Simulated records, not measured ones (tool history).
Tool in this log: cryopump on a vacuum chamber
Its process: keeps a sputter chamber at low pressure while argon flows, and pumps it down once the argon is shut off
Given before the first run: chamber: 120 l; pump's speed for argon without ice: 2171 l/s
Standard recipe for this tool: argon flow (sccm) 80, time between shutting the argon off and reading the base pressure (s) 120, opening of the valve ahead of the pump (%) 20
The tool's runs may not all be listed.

run	day	argon flow (sccm)	time between shutting the argon off and reading the base pressure (s)	opening of the valve ahead of the pump (%)	pressure while argon flows (Pa)	pressure after the wait (uPa)
1	0	80	120	20	0.3196	0.99
2	1.254	80	120	20	0.3209	1.01
3	2.646	62	120	20	0.2481	1
4	3.321	59	120	20	0.2379	1.05
5	4.483	59	120	20	0.2376	1.04
6	5.642	80	120	18	0.3571	1.06
7	6.408	92	120	20	0.3708	1.03
8	7.138	92	120	20	0.3722	1.02
9	7.854	92	120	20	0.3712	1.08
10	8.504	89	120	30	0.2456	1.08
11	9.146	80	120	17	0.3766	1.08
12	10.288	83	120	20	0.336	1.07
13	11.046	72	86	18	0.3203	1.18
14	12.175	89	120	21	0.3472	1.17
15	13.621	54	22	44	0.1055	1.74
16	14.721	87	46	18	0.3903	1.41

Measured minus without-hidden-state, run by run (identical run-to-run variation in each term; gauge scatter may differ):
What the log doesn't record here: pump's speed, % of a pump's without ice; cold plate's temperature, K; leak into the chamber, uPa l/s; drift of the gauge itself on working_pa, %; drift of the gauge itself on base_upa, %.
run	pressure while argon flows (Pa)	pressure after the wait (uPa)
1	+0.0091	+0.69
2	+0.0096	+0.7
3	+0.0078	+0.72
4	+0.0076	+0.72
5	+0.0079	+0.75
6	+0.0111	+0.78
7	+0.0131	+0.74
8	+0.0133	+0.75
9	+0.0136	+0.78
10	+0.0134	+0.78
11	+0.0121	+0.8
12	+0.0131	+0.81
13	+0.0116	+0.82
14	+0.015	+0.84
15	+0.0094	+0.82
16	+0.0155	+0.87
